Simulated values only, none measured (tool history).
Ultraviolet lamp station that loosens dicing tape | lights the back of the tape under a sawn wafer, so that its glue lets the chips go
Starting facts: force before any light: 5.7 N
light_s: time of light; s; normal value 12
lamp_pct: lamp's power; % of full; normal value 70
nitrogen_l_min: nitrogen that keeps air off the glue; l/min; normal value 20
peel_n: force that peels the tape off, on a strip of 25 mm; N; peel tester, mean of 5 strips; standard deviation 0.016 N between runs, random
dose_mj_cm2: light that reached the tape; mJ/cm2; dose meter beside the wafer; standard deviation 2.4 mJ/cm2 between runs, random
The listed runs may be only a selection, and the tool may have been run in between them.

run,hour,light_s,lamp_pct,nitrogen_l_min,peel_n,dose_mj_cm2
1,0,12,70,20,1.025,235
2,22.7,12,70,20,0.999,232
3,52.2,12,70,20,1.076,228
4,87.1,19,70,20,0.449,354
5,112.2,12,70,20,1.106,217
6,146.1,12,70,20,1.178,213
7,177.8,12,70,20,1.167,210
8,194.5,12,85,20,0.939,250
9,218.8,12,85,20,0.709,288
10,234,12,85,20,0.731,287
11,263.2,12,85,20,0.726,276
12,296.8,12,93,20,0.665,299
13,328.9,12,93,20,0.673,290
14,344,12,75,20,1.02,235
15,364.5,12,75,20,1.009,230
16,380.8,12,75,20,1.056,226
17,404.9,12,70,20,1.232,211
18,430.8,12,70,20,1.203,205
19,457.7,12,70,20,1.229,199
20,480.2,12,70,20,1.311,197
21,501,12,70,20,1.328,197
22,516.2,10,70,20,1.707,164
23,537.3,10,70,20,1.749,165
24,555.3,12,78,9,1.635,207
25,572.8,15,61,27,1.137,199
26,604.1,13,61,23,1.518,173
27,624.4,13,72,31,1.07,201
28,643,9,87,40,1.334,166
29,660.9,9,87,40,1.388,166
30,685.2,17,61,25,1.03,213
31,701.8,17,61,25,1.074,208
32,722,20,80,25,0.345,377
33,736.9,20,80,25,0.365,367
34,769.7,11,93,20,0.99,229
35,804.2,17,70,20,0.841,262
36,824.4,17,70,20,0.847,261
37,846.4,16,76,15,0.961,261
38,874.2,16,76,23,0.811,252
39,888.7,16,76,23,0.819,253
40,913.1,14,62,9,1.994,177
41,946.8,14,62,12,1.936,169
42,979,23,70,17,0.243,481

Missing from the log above: 3 entries noted between runs. For each, name the pair of listed runs it sits between and say how the tool's hidden condition differs from the listed run just before to the listed run just after:
Runs 8 to 9: window cleaned of glue's vapour (hour 205.6)
  lamp's light, % of a new lamp's: 87.8 -> 87; light that the window lets through, % of a clean one's: 85.8 -> 98.6
  difference, measured minus the result without the unlogged condition, peel_n: +0.402 -> +0.193 N; dose_mj_cm2: -82 -> -48 mJ/cm2
Runs 31 to 32: window cleaned of glue's vapour (hour 718.4)
  lamp's light, % of a new lamp's: 72.3 -> 71.7; light that the window lets through, % of a clean one's: 85.3 -> 99.5
  difference, measured minus the result without the unlogged condition, peel_n: +0.652 -> +0.186 N; dose_mj_cm2: -131 -> -150 mJ/cm2
Runs 41 to 42: lamp changed (hour 952.1)
  lamp's light, % of a new lamp's: 64.8 -> 98.4; light that the window lets through, % of a clean one's: 93.5 -> 92.7
  difference, measured minus the result without the unlogged condition, peel_n: +0.969 -> +0.049 N; dose_mj_cm2: -111 -> -47 mJ/cm2
